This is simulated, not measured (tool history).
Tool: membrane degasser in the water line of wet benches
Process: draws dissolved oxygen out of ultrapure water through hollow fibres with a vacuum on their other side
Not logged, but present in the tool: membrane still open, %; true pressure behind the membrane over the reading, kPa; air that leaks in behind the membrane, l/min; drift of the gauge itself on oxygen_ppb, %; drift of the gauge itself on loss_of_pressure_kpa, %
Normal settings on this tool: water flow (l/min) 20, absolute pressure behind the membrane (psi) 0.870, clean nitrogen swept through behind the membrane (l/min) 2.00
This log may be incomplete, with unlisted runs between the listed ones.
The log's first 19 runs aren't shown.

run     day  water flow (l/min)  absolute pressure behind the membrane (psi)  clean nitrogen swept through behind the membrane (l/min)  hours since the membrane was changed  hours since the vacuum gauge was calibrated  hours since the vacuum lines were made tight  dissolved oxygen in the water behind the degasser (ppb)  pressure that the water loses in the fibres (psi)
 20  42.912                  14                                        0.966                                                      2.00                                  2959                                         6572                                          1959                                                     59.3                                              4.744
 21  45.738                  25                                        0.966                                                      5.27                                  3026                                         6639                                          2027                                                     60.8                                              8.550
 22  47.592                  31                                        0.525                                                      3.09                                  3071                                         6684                                          2072                                                     52.2                                             10.478
 23  49.004                  21                                        0.622                                                      3.09                                  3105                                         6718                                          2106                                                     30.2                                              7.181
 24  52.071                  21                                        0.622                                                      3.09                                  3178                                         6792                                          2179                                                     29.9                                              7.082
 25  53.638                  21                                        0.622                                                      3.09                                  3216                                         6829                                          2217                                                     29.8                                              7.121
 26  56.146                  27                                        1.112                                                      1.08                                  3276                                         6889                                          2277                                                    265.3                                              9.172
 27  58.833                  27                                        1.112                                                      1.08                                  3341                                         6954                                          2341                                                    267.4                                              9.065
 28  62.054                  20                                        0.870                                                      1.41                                  3418                                         7031                                          2419                                                    101.2                                              6.756
 29  63.454                  20                                        0.870                                                      1.41                                  3452                                         7065                                          2452                                                     99.8                                              6.795
 30  65.483                  20                                        0.922                                                      1.71                                  3500                                         7113                                          2501                                                     96.0                                              6.740
 31  67.712                  20                                        1.205                                                      4.35                                  3554                                         7167                                          2554                                                     66.6                                              6.782
 32  70.383                  20                                        1.205                                                      4.35                                  3618                                         7231                                          2619                                                     67.2                                              6.750

Forecast each of these 3 alternatives for the next run:
  A  72.675                  20                                        0.875                                                      4.35                                  3673                                         7286                                          2674                                                        ?                                                  ?
  B  72.675                  27                                        0.812                                                      3.41                                  3673                                         7286                                          2674                                                        ?                                                  ?
  C  72.675                  20                                        1.923                                                      1.37                                  3673                                         7286                                          2674                                                        ?                                                  ?

run  dissolved oxygen in the water behind the degasser (ppb)  pressure that the water loses in the fibres (psi)
  A                                                     41.7                                              6.805
  B                                                     73.2                                              9.194
  C                                                    333.4                                              6.782
Without the tool's hidden state the same runs would have given:
run  dissolved oxygen in the water behind the degasser (ppb)  pressure that the water loses in the fibres (psi)
  A                                                     41.6                                              6.804
  B                                                     73.0                                              9.192
  C                                                    333.0                                              6.781
